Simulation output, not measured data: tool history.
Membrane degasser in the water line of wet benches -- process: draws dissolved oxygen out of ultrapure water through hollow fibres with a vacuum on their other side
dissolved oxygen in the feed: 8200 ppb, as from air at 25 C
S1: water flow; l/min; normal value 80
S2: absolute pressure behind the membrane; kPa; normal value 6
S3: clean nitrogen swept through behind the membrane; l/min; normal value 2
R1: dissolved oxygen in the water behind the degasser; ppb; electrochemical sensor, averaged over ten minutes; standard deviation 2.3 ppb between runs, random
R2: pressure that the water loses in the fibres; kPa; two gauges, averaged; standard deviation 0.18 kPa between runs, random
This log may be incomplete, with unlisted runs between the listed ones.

Run 1, day 0: usual settings. Result: R1 245.4 ppb, R2 35.52 kPa.
Run 2, day 2.583: usual settings but S2 14.33 kPa. Result: R1 840.6 ppb, R2 35.36 kPa.
Run 3, day 4.75: usual settings but S2 14.33 kPa. Result: R1 853.6 ppb, R2 35.5 kPa.
Run 4, day 6.479: usual settings but S2 14.33 kPa. Result: R1 843.4 ppb, R2 35.27 kPa.
At day 7.1: vacuum gauge calibrated.
Run 5, day 9.092: usual settings but S2 14.33 kPa. Result: R1 825.6 ppb, R2 35.39 kPa.
Run 6, day 10.975: usual settings but S2 14.33 kPa. Result: R1 826.8 ppb, R2 35.3 kPa.
Run 7, day 14.171: usual settings but S2 14.33 kPa. Result: R1 830.4 ppb, R2 35.56 kPa.
Run 8, day 16.179: usual settings but S2 10.07 kPa. Result: R1 528.9 ppb, R2 35.56 kPa.
Run 9, day 18.167: usual settings but S2 10.07 kPa. Result: R1 517 ppb, R2 35.35 kPa.
Run 10, day 21.429: usual settings but S2 10.07 kPa. Result: R1 525.8 ppb, R2 35.25 kPa.
Run 11, day 23.429: usual settings but S2 9.08 kPa. Result: R1 452.6 ppb, R2 35.49 kPa.
Run 12, day 26.571: usual settings. Result: R1 223.7 ppb, R2 35.56 kPa.
Run 13, day 28.792: usual settings. Result: R1 225.8 ppb, R2 35.35 kPa.
Run 14, day 30.662: usual settings. Result: R1 226.5 ppb, R2 35.45 kPa.
Run 15, day 33.567: usual settings. Result: R1 232.8 ppb, R2 35.39 kPa.
Run 16, day 36.208: usual settings. Result: R1 231.2 ppb, R2 35.83 kPa.
Run 17, day 38.971: usual settings but S2 5.53 kPa. Result: R1 191.8 ppb, R2 35.26 kPa.
Run 18, day 42.008: usual settings but S2 5.53 kPa. Result: R1 194 ppb, R2 35.67 kPa.
Run 19, day 44.692: usual settings but S2 5.53 kPa. Result: R1 190 ppb, R2 35.56 kPa.
Run 20, day 46.671: usual settings but S1 48 l/min, S2 4.55 kPa, S3 1 l/min. Result: R1 128.7 ppb, R2 21.23 kPa.
Run 21, day 49.929: usual settings but S1 106 l/min, S2 14.28 kPa, S3 1.94 l/min. Result: R1 1046.5 ppb, R2 47.32 kPa.
Run 22, day 52.538: usual settings but S1 106 l/min, S2 14.28 kPa, S3 1.94 l/min. Result: R1 1043.6 ppb, R2 46.84 kPa.
Run 23, day 55.8: usual settings but S1 93 l/min, S2 9.69 kPa. Result: R1 577 ppb, R2 41.28 kPa.
Run 24, day 58.375: usual settings but S1 93 l/min, S2 3.88 kPa, S3 0.94 l/min. Result: R1 124 ppb, R2 41.6 kPa.
Run 25, day 60.058: usual settings but S1 62 l/min, S2 11.48 kPa, S3 2.41 l/min. Result: R1 442.3 ppb, R2 27.39 kPa.
Run 26, day 62.762: usual settings but S1 99 l/min, S2 6.42 kPa, S3 5.97 l/min. Result: R1 134.7 ppb, R2 44.13 kPa.
Run 27, day 64.267: usual settings but S1 106 l/min, S2 3.77 kPa, S3 4.36 l/min. Result: R1 56.1 ppb, R2 47.13 kPa.
Run 28, day 67.033: usual settings but S1 106 l/min, S2 3.77 kPa, S3 4.36 l/min. Result: R1 57.3 ppb, R2 47.19 kPa.
Run 29, day 70.167: usual settings but S2 13.99 kPa, S3 3.7 l/min. Result: R1 502.1 ppb, R2 35.53 kPa.
Run 30, day 73.292: usual settings but S1 86 l/min, S2 3.65 kPa, S3 1.71 l/min. Result: R1 58 ppb, R2 38.03 kPa.
Run 31, day 76.054: usual settings but S1 86 l/min, S2 3.65 kPa, S3 1.71 l/min. Result: R1 58.8 ppb, R2 38.26 kPa.
Run 32, day 77.483: usual settings but S2 4.71 kPa, S3 5.29 l/min. Result: R1 60.6 ppb, R2 35.81 kPa.

Alternative continuations, all from the tool just after run 32; predict every row:
Run A, day 79.158: usual settings but S2 3.75 kPa, S3 0.9 l/min. Result: R1 ?, R2 ?.
Run B, day 79.158: usual settings but S2 4.71 kPa, S3 1.15 l/min. Result: R1 ?, R2 ?.
Run C, day 79.158: usual settings but S3 2.1 l/min. Result: R1 ?, R2 ?.
Run D, day 79.158: usual settings but S2 4.85 kPa. Result: R1 ?, R2 ?.

run     R1     R2
  A     95   35.7
  B  194.1  35.67
  C  225.1  35.66
  D    142  35.97
With no hidden state in the tool, these same runs would have given:
run     R1     R2
  A   80.7  35.24
  B  182.2  35.21
  C    217   35.2
  D  133.6  35.51
